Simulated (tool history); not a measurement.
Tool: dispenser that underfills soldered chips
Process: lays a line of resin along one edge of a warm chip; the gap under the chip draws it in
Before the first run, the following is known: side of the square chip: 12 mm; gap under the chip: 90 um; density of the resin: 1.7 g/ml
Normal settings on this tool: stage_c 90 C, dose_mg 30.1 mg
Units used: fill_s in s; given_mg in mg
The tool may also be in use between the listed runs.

Run 1, hour 0: usual settings. Result: fill_s 53.5 s, given_mg 28.17 mg.
Run 2, hour 11.1: usual settings but stage_c 96 C. Result: fill_s 33.1 s, given_mg 28 mg.
Run 3, hour 20.3: usual settings but dose_mg 36.1 mg. Result: fill_s 66 s, given_mg 33.27 mg.
Run 4, hour 28.3: usual settings but dose_mg 36.1 mg. Result: fill_s 42.2 s, given_mg 35.99 mg.
Run 5, hour 38.4: usual settings but dose_mg 29.4 mg. Result: fill_s 74 s, given_mg 29.22 mg.
Run 6, hour 52.4: usual settings but stage_c 92 C, dose_mg 29.4 mg. Result: fill_s 63.3 s, given_mg 28.72 mg.
Run 7, hour 68.2: usual settings but stage_c 92 C, dose_mg 34.8 mg. Result: fill_s 62.9 s, given_mg 33.88 mg.
Run 8, hour 77.3: usual settings but stage_c 101 C, dose_mg 34.8 mg. Result: fill_s 31.5 s, given_mg 33.93 mg.
Run 9, hour 88.9: usual settings but stage_c 101 C, dose_mg 34.8 mg. Result: fill_s 26.8 s, given_mg 34.06 mg.
Run 10, hour 99.7: usual settings but stage_c 84 C, dose_mg 34.8 mg. Result: fill_s 97.6 s, given_mg 33.7 mg.
Run 11, hour 111.5: usual settings but stage_c 84 C, dose_mg 32.5 mg. Result: fill_s 78.5 s, given_mg 31.23 mg.
Run 12, hour 120.1: usual settings but stage_c 94 C, dose_mg 26.5 mg. Result: fill_s 37.8 s, given_mg 25.42 mg.
Run 13, hour 130: usual settings but stage_c 86 C, dose_mg 28.1 mg. Result: fill_s 88.2 s, given_mg 26.76 mg.
Run 14, hour 142.1: usual settings but stage_c 98 C, dose_mg 34.2 mg. Result: fill_s 41.5 s, given_mg 32.25 mg.
Run 15, hour 152.5: usual settings but stage_c 92 C, dose_mg 32 mg. Result: fill_s 41.6 s, given_mg 30.13 mg.
Run 16, hour 162.7: usual settings but stage_c 86 C, dose_mg 32.5 mg. Result: fill_s 92.2 s, given_mg 30.33 mg.
Run 17, hour 178.3: usual settings but stage_c 86 C, dose_mg 32.5 mg. Result: fill_s 92.3 s, given_mg 30.32 mg.
Run 18, hour 187.5: usual settings but stage_c 89 C, dose_mg 34 mg. Result: fill_s 55 s, given_mg 33.98 mg.
Run 19, hour 203.2: usual settings but stage_c 89 C, dose_mg 28.7 mg. Result: fill_s 55.9 s, given_mg 28.5 mg.

The log once held 15 entries between its listed runs, left out of this copy. Where does each go, and what is different about the tool's unlogged condition between the listed run before it and the listed run after it?
In the gap between runs 1 and 2: new syringe of resin (hour 11.1)
  resin's viscosity, % of fresh resin's: 122.2 -> 100.3; dose that the valve gives, % of what is set: 93.66 -> 93.16; true chip temperature over the reading, C: -0.15 -> -0.19
  what was measured, less what the result would be without the hidden state, fill_s: +10.8 -> +1 s; given_mg: -1.9 -> -2.06 mg
In the gap between runs 3 and 4: dispensing valve cleaned and set on the balance (hour 22.5); new syringe of resin (hour 27.9)
  resin's viscosity, % of fresh resin's: 159.1 -> 103.1; dose that the valve gives, % of what is set: 92.73 -> 99.88; true chip temperature over the reading, C: -0.22 -> -0.25
  what was measured, less what the result would be without the hidden state, fill_s: +25.3 -> +1.8 s; given_mg: -2.62 -> -0.04 mg
In the gap between runs 5 and 6: new syringe of resin (hour 42.9)
  resin's viscosity, % of fresh resin's: 170.3 -> 162.1; dose that the valve gives, % of what is set: 99.41 -> 98.76; true chip temperature over the reading, C: -0.29 -> -0.33
  what was measured, less what the result would be without the hidden state, fill_s: +31.2 -> +25 s; given_mg: -0.17 -> -0.36 mg
In the gap between runs 6 and 7: new syringe of resin (hour 58.2)
  resin's viscosity, % of fresh resin's: 162.1 -> 165.6; dose that the valve gives, % of what is set: 98.76 -> 98.01; true chip temperature over the reading, C: -0.33 -> -0.39
  what was measured, less what the result would be without the hidden state, fill_s: +25 -> +25.8 s; given_mg: -0.36 -> -0.69 mg
In the gap between runs 7 and 8: new syringe of resin (hour 73.2)
  resin's viscosity, % of fresh resin's: 165.6 -> 121.4; dose that the valve gives, % of what is set: 98.01 -> 97.64; true chip temperature over the reading, C: -0.39 -> -0.42
  what was measured, less what the result would be without the hidden state, fill_s: +25.8 -> +6.1 s; given_mg: -0.69 -> -0.81 mg
In the gap between runs 8 and 9: new syringe of resin (hour 88.4)
  resin's viscosity, % of fresh resin's: 121.4 -> 102.2; dose that the valve gives, % of what is set: 97.64 -> 97.17; true chip temperature over the reading, C: -0.42 -> -0.46
  what was measured, less what the result would be without the hidden state, fill_s: +6.1 -> +1.2 s; given_mg: -0.81 -> -0.99 mg
In the gap between runs 10 and 11: new syringe of resin (hour 104.8)
  resin's viscosity, % of fresh resin's: 176 -> 139.2; dose that the valve gives, % of what is set: 96.65 -> 96.1; true chip temperature over the reading, C: -0.5 -> -0.54
  what was measured, less what the result would be without the hidden state, fill_s: +43.4 -> +23.9 s; given_mg: -1.17 -> -1.27 mg
In the gap between runs 11 and 12: new syringe of resin (hour 120)
  resin's viscosity, % of fresh resin's: 139.2 -> 99.5; dose that the valve gives, % of what is set: 96.1 -> 95.75; true chip temperature over the reading, C: -0.54 -> -0.57
  what was measured, less what the result would be without the hidden state, fill_s: +23.9 -> +1.4 s; given_mg: -1.27 -> -1.13 mg
In the gap between runs 13 and 14: new syringe of resin (hour 135.3)
  resin's viscosity, % of fresh resin's: 163.5 -> 137.6; dose that the valve gives, % of what is set: 95.3 -> 94.74; true chip temperature over the reading, C: -0.61 -> -0.65
  what was measured, less what the result would be without the hidden state, fill_s: +36.5 -> +12.3 s; given_mg: -1.32 -> -1.78 mg
In the gap between runs 14 and 15: new syringe of resin (hour 151.5)
  resin's viscosity, % of fresh resin's: 137.6 -> 105.6; dose that the valve gives, % of what is set: 94.74 -> 94.34; true chip temperature over the reading, C: -0.65 -> -0.69
  what was measured, less what the result would be without the hidden state, fill_s: +12.3 -> +3.9 s; given_mg: -1.78 -> -1.79 mg
In the gap between runs 16 and 17: new syringe of resin (hour 167)
  resin's viscosity, % of fresh resin's: 175.5 -> 173.9; dose that the valve gives, % of what is set: 93.86 -> 93.16; true chip temperature over the reading, C: -0.73 -> -0.79
  what was measured, less what the result would be without the hidden state, fill_s: +42 -> +41.6 s; given_mg: -1.99 -> -2.23 mg
In the gap between runs 17 and 18: new syringe of resin (hour 182.2); dispensing valve cleaned and set on the balance (hour 183.2)
  resin's viscosity, % of fresh resin's: 173.9 -> 123.9; dose that the valve gives, % of what is set: 93.16 -> 99.83; true chip temperature over the reading, C: -0.79 -> -0.82
  what was measured, less what the result would be without the hidden state, fill_s: +41.6 -> +12.2 s; given_mg: -2.23 -> -0.05 mg
In the gap between runs 18 and 19: new syringe of resin (hour 199.1)
  resin's viscosity, % of fresh resin's: 123.9 -> 122.2; dose that the valve gives, % of what is set: 99.83 -> 99.12; true chip temperature over the reading, C: -0.82 -> -0.88
  what was measured, less what the result would be without the hidden state, fill_s: +12.2 -> +12 s; given_mg: -0.05 -> -0.25 mg
